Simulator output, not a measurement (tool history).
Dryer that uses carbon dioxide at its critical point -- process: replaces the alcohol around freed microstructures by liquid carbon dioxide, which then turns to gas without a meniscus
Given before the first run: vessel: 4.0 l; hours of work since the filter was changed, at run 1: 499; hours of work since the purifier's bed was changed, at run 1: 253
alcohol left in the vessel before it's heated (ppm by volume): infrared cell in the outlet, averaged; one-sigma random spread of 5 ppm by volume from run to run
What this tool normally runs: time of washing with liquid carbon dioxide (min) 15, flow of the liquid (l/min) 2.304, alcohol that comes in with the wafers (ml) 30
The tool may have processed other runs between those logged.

run,day,time of washing with liquid carbon dioxide (min),flow of the liquid (l/min),alcohol that comes in with the wafers (ml),hours of work since the filter was changed,hours of work since the purifier's bed was changed,alcohol left in the vessel before it's heated (ppm by volume)
1,0,15,2.304,30,499,253,23
2,0.408,15,2.304,30,502,256,31
3,1.017,15,2.304,30,507,261,37
4,1.842,15,2.304,30,513,268,31
5,2.283,15,2.304,30,516,271,32
6,2.925,15,2.304,30,521,276,26
7,3.308,15,2.304,30,524,279,28
8,4.029,15,2.304,30,530,285,24
9,4.696,15,2.304,30,535,290,31
10,5.279,15,2.304,30,540,294,21
11,5.8,15,2.304,30,544,298,32
12,6.517,15,1.75,30,549,304,62
13,7.096,15,2.304,30,554,309,41
14,7.579,15,2.304,30,558,312,33
15,8.358,10,2.55,67,564,318,98
16,9.183,10,2.92,34,570,325,42
17,9.975,18,2.304,30,576,331,21
18,10.758,11,2.49,117,583,337,124
19,11.392,16,2.49,27,587,342,28
20,12.112,22,3.88,20,593,348,36
21,12.675,10,2.76,35,597,352,61
# day 12.962: inlet filter changed
22,13.521,10,2.76,35,4,358,41
23,14.008,9,2.76,90,8,362,93
24,14.388,9,3.89,29,11,365,29
25,15.162,9,3.89,66,17,371,41
26,15.679,20,2.304,27,21,375,36
27,16.388,23,3.56,28,27,381,33

Here are 5 independent what-if runs from the current tool condition. What would each one return?
A,16.938,23,2.51,28,31,385,?
B,16.938,18,3.63,40,31,385,?
C,16.938,14,2.304,30,31,385,?
D,16.938,10,3.75,30,31,385,?
E,16.938,17,3.56,26,31,385,?

run,alcohol left in the vessel before it's heated (ppm by volume)
A,28
B,39
C,32
D,37
E,34
The same runs, with their run-to-run variation unchanged, on a tool lacking any hidden condition would have given:
run,alcohol left in the vessel before it's heated (ppm by volume)
A,0
B,9
C,2
D,8
E,5

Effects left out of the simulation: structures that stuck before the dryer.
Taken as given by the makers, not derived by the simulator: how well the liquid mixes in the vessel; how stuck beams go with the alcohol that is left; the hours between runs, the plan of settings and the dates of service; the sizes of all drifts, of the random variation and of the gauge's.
